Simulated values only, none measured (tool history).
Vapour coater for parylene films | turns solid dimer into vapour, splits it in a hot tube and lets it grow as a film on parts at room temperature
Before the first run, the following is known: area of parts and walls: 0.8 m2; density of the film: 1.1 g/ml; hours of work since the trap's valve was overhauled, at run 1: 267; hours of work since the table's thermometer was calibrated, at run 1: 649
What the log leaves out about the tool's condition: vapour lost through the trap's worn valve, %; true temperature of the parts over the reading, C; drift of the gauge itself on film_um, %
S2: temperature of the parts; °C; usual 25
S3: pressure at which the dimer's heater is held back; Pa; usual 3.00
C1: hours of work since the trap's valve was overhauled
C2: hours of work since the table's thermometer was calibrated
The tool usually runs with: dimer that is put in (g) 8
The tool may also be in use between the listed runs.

{"run": 1, "day": 0.0, "dimer that is put in (g)": 8, "S2": 25, "S3": 3.0, "C1": 267, "C2": 649, "thickness of the film (um)": 5.16}
{"run": 2, "day": 1.625, "dimer that is put in (g)": 8, "S2": 25, "S3": 3.0, "C1": 296, "C2": 679, "thickness of the film (um)": 5.16}
{"run": 3, "day": 2.679, "dimer that is put in (g)": 8, "S2": 19, "S3": 3.0, "C1": 315, "C2": 698, "thickness of the film (um)": 6.62}
{"run": 4, "day": 3.921, "dimer that is put in (g)": 8, "S2": 19, "S3": 3.0, "C1": 338, "C2": 721, "thickness of the film (um)": 6.59}
{"run": 5, "day": 4.958, "dimer that is put in (g)": 8, "S2": 25, "S3": 3.0, "C1": 357, "C2": 739, "thickness of the film (um)": 5.08}
{"run": 6, "day": 6.308, "dimer that is put in (g)": 8, "S2": 25, "S3": 3.0, "C1": 381, "C2": 764, "thickness of the film (um)": 5.03}
{"run": 7, "day": 7.404, "dimer that is put in (g)": 10, "S2": 25, "S3": 3.0, "C1": 401, "C2": 784, "thickness of the film (um)": 6.34}
{"run": 8, "day": 8.967, "dimer that is put in (g)": 10, "S2": 25, "S3": 3.0, "C1": 429, "C2": 812, "thickness of the film (um)": 6.3}
{"run": 9, "day": 9.771, "dimer that is put in (g)": 10, "S2": 25, "S3": 3.0, "C1": 444, "C2": 827, "thickness of the film (um)": 6.28}
{"run": 10, "day": 10.871, "dimer that is put in (g)": 8, "S2": 34, "S3": 3.0, "C1": 464, "C2": 847, "thickness of the film (um)": 3.42}
{"run": 11, "day": 12.188, "dimer that is put in (g)": 8, "S2": 25, "S3": 5.57, "C1": 488, "C2": 870, "thickness of the film (um)": 4.31}
{"run": 12, "day": 13.383, "dimer that is put in (g)": 8, "S2": 20, "S3": 3.0, "C1": 509, "C2": 892, "thickness of the film (um)": 6.17}
{"run": 13, "day": 14.496, "dimer that is put in (g)": 8, "S2": 21, "S3": 3.0, "C1": 530, "C2": 912, "thickness of the film (um)": 5.9}
{"run": 14, "day": 15.558, "dimer that is put in (g)": 4, "S2": 25, "S3": 3.0, "C1": 549, "C2": 932, "thickness of the film (um)": 2.48}
{"run": 15, "day": 16.317, "dimer that is put in (g)": 4, "S2": 25, "S3": 3.0, "C1": 563, "C2": 945, "thickness of the film (um)": 2.47}
{"run": 16, "day": 17.238, "dimer that is put in (g)": 4, "S2": 25, "S3": 3.0, "C1": 579, "C2": 962, "thickness of the film (um)": 2.45}
{"run": 17, "day": 18.683, "dimer that is put in (g)": 8, "S2": 25, "S3": 9.24, "C1": 606, "C2": 988, "thickness of the film (um)": 3.77}
{"run": 18, "day": 19.742, "dimer that is put in (g)": 8, "S2": 30, "S3": 3.0, "C1": 625, "C2": 1007, "thickness of the film (um)": 3.95}
{"day": 20.546, "done": "trap's valve overhauled"}
{"run": 19, "day": 20.717, "dimer that is put in (g)": 8, "S2": 25, "S3": 3.0, "C1": 3, "C2": 1022, "thickness of the film (um)": 5.22}
{"run": 20, "day": 21.754, "dimer that is put in (g)": 7, "S2": 25, "S3": 3.0, "C1": 22, "C2": 1041, "thickness of the film (um)": 4.59}
{"run": 21, "day": 22.742, "dimer that is put in (g)": 8, "S2": 25, "S3": 3.0, "C1": 40, "C2": 1059, "thickness of the film (um)": 5.24}
{"run": 22, "day": 24.217, "dimer that is put in (g)": 8, "S2": 25, "S3": 3.0, "C1": 67, "C2": 1085, "thickness of the film (um)": 5.21}
{"run": 23, "day": 25.538, "dimer that is put in (g)": 12, "S2": 25, "S3": 3.0, "C1": 90, "C2": 1109, "thickness of the film (um)": 7.7}
{"run": 24, "day": 26.242, "dimer that is put in (g)": 12, "S2": 25, "S3": 3.0, "C1": 103, "C2": 1122, "thickness of the film (um)": 7.84}
{"run": 25, "day": 27.379, "dimer that is put in (g)": 4, "S2": 22, "S3": 3.0, "C1": 124, "C2": 1143, "thickness of the film (um)": 2.98}
{"run": 26, "day": 29.042, "dimer that is put in (g)": 8, "S2": 25, "S3": 4.34, "C1": 154, "C2": 1173, "thickness of the film (um)": 4.7}
{"run": 27, "day": 30.417, "dimer that is put in (g)": 4, "S2": 26, "S3": 9.88, "C1": 179, "C2": 1198, "thickness of the film (um)": 1.83}
{"run": 28, "day": 31.171, "dimer that is put in (g)": 5, "S2": 33, "S3": 9.88, "C1": 193, "C2": 1211, "thickness of the film (um)": 1.7}
{"run": 29, "day": 32.225, "dimer that is put in (g)": 8, "S2": 17, "S3": 2.85, "C1": 212, "C2": 1231, "thickness of the film (um)": 7.36}
{"run": 30, "day": 32.958, "dimer that is put in (g)": 7, "S2": 25, "S3": 2.04, "C1": 225, "C2": 1244, "thickness of the film (um)": 4.92}
{"run": 31, "day": 33.692, "dimer that is put in (g)": 9, "S2": 26, "S3": 6.34, "C1": 238, "C2": 1257, "thickness of the film (um)": 4.55}
{"run": 32, "day": 34.95, "dimer that is put in (g)": 8, "S2": 23, "S3": 4.75, "C1": 261, "C2": 1280, "thickness of the film (um)": 4.95}
{"run": 33, "day": 35.875, "dimer that is put in (g)": 8, "S2": 23, "S3": 4.75, "C1": 278, "C2": 1297, "thickness of the film (um)": 4.96}
{"run": 34, "day": 36.9, "dimer that is put in (g)": 8, "S2": 24, "S3": 2.56, "C1": 296, "C2": 1315, "thickness of the film (um)": 5.48}
{"run": 35, "day": 38.325, "dimer that is put in (g)": 5, "S2": 17, "S3": 9.58, "C1": 322, "C2": 1341, "thickness of the film (um)": 3.39}
{"run": 36, "day": 39.079, "dimer that is put in (g)": 5, "S2": 17, "S3": 9.58, "C1": 336, "C2": 1355, "thickness of the film (um)": 3.36}
{"run": 37, "day": 40.229, "dimer that is put in (g)": 9, "S2": 25, "S3": 2.99, "C1": 357, "C2": 1376, "thickness of the film (um)": 5.66}
{"run": 38, "day": 41.6, "dimer that is put in (g)": 4, "S2": 24, "S3": 9.24, "C1": 382, "C2": 1400, "thickness of the film (um)": 1.98}
{"run": 39, "day": 42.529, "dimer that is put in (g)": 4, "S2": 24, "S3": 9.24, "C1": 398, "C2": 1417, "thickness of the film (um)": 1.99}
{"run": 40, "day": 43.95, "dimer that is put in (g)": 8, "S2": 27, "S3": 3.04, "C1": 424, "C2": 1443, "thickness of the film (um)": 4.54}
{"run": 41, "day": 44.879, "dimer that is put in (g)": 8, "S2": 27, "S3": 3.04, "C1": 441, "C2": 1460, "thickness of the film (um)": 4.54}
{"run": 42, "day": 45.854, "dimer that is put in (g)": 5, "S2": 17, "S3": 3.0, "C1": 459, "C2": 1478, "thickness of the film (um)": 4.41}
{"run": 43, "day": 47.108, "dimer that is put in (g)": 5, "S2": 17, "S3": 3.0, "C1": 481, "C2": 1500, "thickness of the film (um)": 4.41}
{"run": 44, "day": 48.45, "dimer that is put in (g)": 5, "S2": 17, "S3": 3.0, "C1": 506, "C2": 1525, "thickness of the film (um)": 4.39}
{"run": 45, "day": 49.15, "dimer that is put in (g)": 11, "S2": 18, "S3": 10.27, "C1": 518, "C2": 1537, "thickness of the film (um)": 6.74}
{"day": 49.358, "done": "table's thermometer calibrated"}
{"run": 46, "day": 50.671, "dimer that is put in (g)": 4, "S2": 22, "S3": 3.0, "C1": 545, "C2": 24, "thickness of the film (um)": 2.93}

Branching from run 46: 5 alternative next runs. What would each branch give?
{"run": "A", "day": 52.25, "dimer that is put in (g)": 4, "S2": 22, "S3": 4.36, "C1": 574, "C2": 52, "thickness of the film (um)": "?"}
{"run": "B", "day": 52.25, "dimer that is put in (g)": 8, "S2": 22, "S3": 3.0, "C1": 574, "C2": 52, "thickness of the film (um)": "?"}
{"run": "C", "day": 52.25, "dimer that is put in (g)": 3, "S2": 33, "S3": 3.0, "C1": 574, "C2": 52, "thickness of the film (um)": "?"}
{"run": "D", "day": 52.25, "dimer that is put in (g)": 8, "S2": 29, "S3": 3.0, "C1": 574, "C2": 52, "thickness of the film (um)": "?"}
{"run": "E", "day": 52.25, "dimer that is put in (g)": 4, "S2": 25, "S3": 3.0, "C1": 574, "C2": 52, "thickness of the film (um)": "?"}

run=A thickness_of_the_film_(um)=2.66
run=B thickness_of_the_film_(um)=5.87
run=C thickness_of_the_film_(um)=1.35
run=D thickness_of_the_film_(um)=4.27
run=E thickness_of_the_film_(um)=2.54
Without the tool's hidden state the same runs would have given:
run=A thickness_of_the_film_(um)=2.81
run=B thickness_of_the_film_(um)=6.19
run=C thickness_of_the_film_(um)=1.42
run=D thickness_of_the_film_(um)=4.51
run=E thickness_of_the_film_(um)=2.68
